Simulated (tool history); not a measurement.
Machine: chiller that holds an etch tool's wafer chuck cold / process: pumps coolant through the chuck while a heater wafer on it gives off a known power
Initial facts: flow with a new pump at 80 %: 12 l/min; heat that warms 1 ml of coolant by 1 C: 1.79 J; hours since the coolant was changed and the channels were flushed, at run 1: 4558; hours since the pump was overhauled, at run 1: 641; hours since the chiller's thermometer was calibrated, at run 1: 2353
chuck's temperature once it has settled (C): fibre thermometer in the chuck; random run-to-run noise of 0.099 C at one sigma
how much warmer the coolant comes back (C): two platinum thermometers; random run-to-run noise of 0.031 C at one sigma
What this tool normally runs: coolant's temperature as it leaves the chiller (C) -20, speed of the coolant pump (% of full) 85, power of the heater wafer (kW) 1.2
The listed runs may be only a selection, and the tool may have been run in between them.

run    hour  coolant's temperature as it leaves the chiller (C)  speed of the coolant pump (% of full)  power of the heater wafer (kW)  hours since the coolant was changed and the channels were flushed  hours since the pump was overhauled  hours since the chiller's thermometer was calibrated  chuck's temperature once it has settled (C)  how much warmer the coolant comes back (C)
  1       0                                                 -20                                     85                             1.2                                                               4558                                  641                                                  2353                                       -12.51                                        3.17
       48.2  -- chiller's thermometer calibrated
  2    68.7                                                 -24                                     85                             1.2                                                               4626                                  709                                                    21                                       -16.41                                        3.16
  3   122.5                                                 -19                                     85                             1.2                                                               4680                                  762                                                    74                                       -11.41                                        3.15
  4   169.9                                                 -19                                     63                             1.2                                                               4727                                  810                                                   122                                        -9.19                                        4.38
  5   257.1                                                 -19                                     63                             1.2                                                               4814                                  897                                                   209                                        -9.15                                        4.45
  6   307.2                                                 -19                                     63                           0.722                                                               4864                                  947                                                   259                                       -13.13                                        2.78
  7     392                                                 -20                                     93                             1.2                                                               4949                                 1032                                                   344                                        -13.1                                        2.97
  8     460                                                 -20                                     93                             1.2                                                               5017                                 1100                                                   412                                       -12.93                                        3.01
  9   545.3                                                 -20                                     93                             1.2                                                               5102                                 1185                                                   497                                       -12.94                                        3.02
      632.8  -- coolant changed, channels flushed
 10   647.7                                                 -20                                     85                             1.2                                                                 15                                 1282                                                   594                                        -12.4                                        3.39
 11   710.5                                                 -20                                     85                             1.2                                                                 78                                 1344                                                   656                                       -12.44                                        3.42
 12   802.3                                                 -20                                     85                             1.2                                                                169                                 1436                                                   748                                       -12.52                                        3.45
 13   860.4                                                 -20                                     85                             1.2                                                                228                                 1494                                                   806                                        -12.5                                        3.47
 14   952.3                                                 -20                                     85                             1.2                                                                319                                 1586                                                   898                                       -12.32                                        3.47
 15  1003.1                                                 -20                                     85                             1.2                                                                370                                 1637                                                   949                                       -12.56                                        3.54
       1061  -- gauge calibrated
 16  1070.5                                                 -20                                     85                           1.634                                                                438                                 1704                                                  1016                                        -9.69                                         4.3
 17  1134.8                                                 -20                                     99                             1.2                                                                502                                 1769                                                  1081                                       -13.49                                        2.67
 18  1212.7                                                 -29                                     88                           1.361                                                                580                                 1847                                                  1159                                        -20.6                                        3.43
 19  1278.5                                                 -29                                     88                           1.361                                                                646                                 1912                                                  1224                                       -20.59                                        3.54
 20  1347.6                                                 -14                                     64                            0.94                                                                715                                 1982                                                  1293                                        -6.46                                        3.46
 21  1406.3                                                 -28                                     64                            0.94                                                                773                                 2040                                                  1352                                       -20.25                                        3.48
 22  1448.3                                                 -28                                     64                            0.94                                                                815                                 2082                                                  1394                                       -20.43                                        3.55
 23  1540.6                                                 -20                                     75                           1.475                                                                908                                 2175                                                  1486                                        -9.35                                        4.68
 24  1621.4                                                 -20                                     61                           1.327                                                                989                                 2255                                                  1567                                        -8.67                                         5.2
 25  1676.1                                                 -20                                     61                           1.327                                                               1043                                 2310                                                  1622                                        -8.63                                        5.24
 26  1760.6                                                 -20                                     69                           0.611                                                               1128                                 2394                                                  1706                                        -15.4                                        2.32
 27  1810.7                                                 -15                                     68                           1.475                                                               1178                                 2445                                                  1757                                         -3.5                                        5.24
 28  1857.6                                                 -12                                     71                           0.631                                                               1225                                 2492                                                  1803                                        -7.34                                        2.28
 29  1946.7                                                 -12                                     71                           0.631                                                               1314                                 2581                                                  1893                                         -7.4                                        2.34
 30  1987.2                                                 -12                                     71                           0.631                                                               1354                                 2621                                                  1933                                        -7.37                                        2.34
 31  2067.8                                                 -12                                     71                           0.631                                                               1435                                 2702                                                  2014                                        -7.27                                        2.36

Some steps in how much warmer the coolant comes back (C), run to run, broken into two amounts with sign: the step expected even without the hidden condition (settings, incoming material, random variation), and the rest, left for the hidden condition together with whatever gauge scatter is not in both the measured and the hidden-condition-free result:
The hidden state here: heat passed by the chuck's channels, % of clean ones'; flow at a given pump speed, % of a new pump's; coolant's true temperature over the reading, C; drift of the gauge itself on chuck_c, C; drift of the gauge itself on warmer_back_c, C.
Run 4 -> 5: settings left as they were, no log entry in between. how much warmer the coolant comes back (C) +0.07: hidden state +0.04, all else +0.03.
Run 6 -> 7: coolant's temperature as it leaves the chiller (C) -19 -> -20, speed of the coolant pump (% of full) 63 -> 93, power of the heater wafer (kW) 0.722 -> 1.2. how much warmer the coolant comes back (C) +0.19: hidden state +0.04, all else +0.15.
Run 15 -> 16: power of the heater wafer (kW) 1.2 -> 1.634, gauge calibrated. how much warmer the coolant comes back (C) +0.76: hidden state -0.37, all else +1.13.
Run 25 -> 26: speed of the coolant pump (% of full) 61 -> 69, power of the heater wafer (kW) 1.327 -> 0.611. how much warmer the coolant comes back (C) -2.92: hidden state +0.03, all else -2.95.
Run 26 -> 27: coolant's temperature as it leaves the chiller (C) -20 -> -15, speed of the coolant pump (% of full) 69 -> 68, power of the heater wafer (kW) 0.611 -> 1.475. how much warmer the coolant comes back (C) +2.92: hidden state +0.02, all else +2.9.
Run 27 -> 28: coolant's temperature as it leaves the chiller (C) -15 -> -12, speed of the coolant pump (% of full) 68 -> 71, power of the heater wafer (kW) 1.475 -> 0.631. how much warmer the coolant comes back (C) -2.96: hidden state +0.01, all else -2.97.
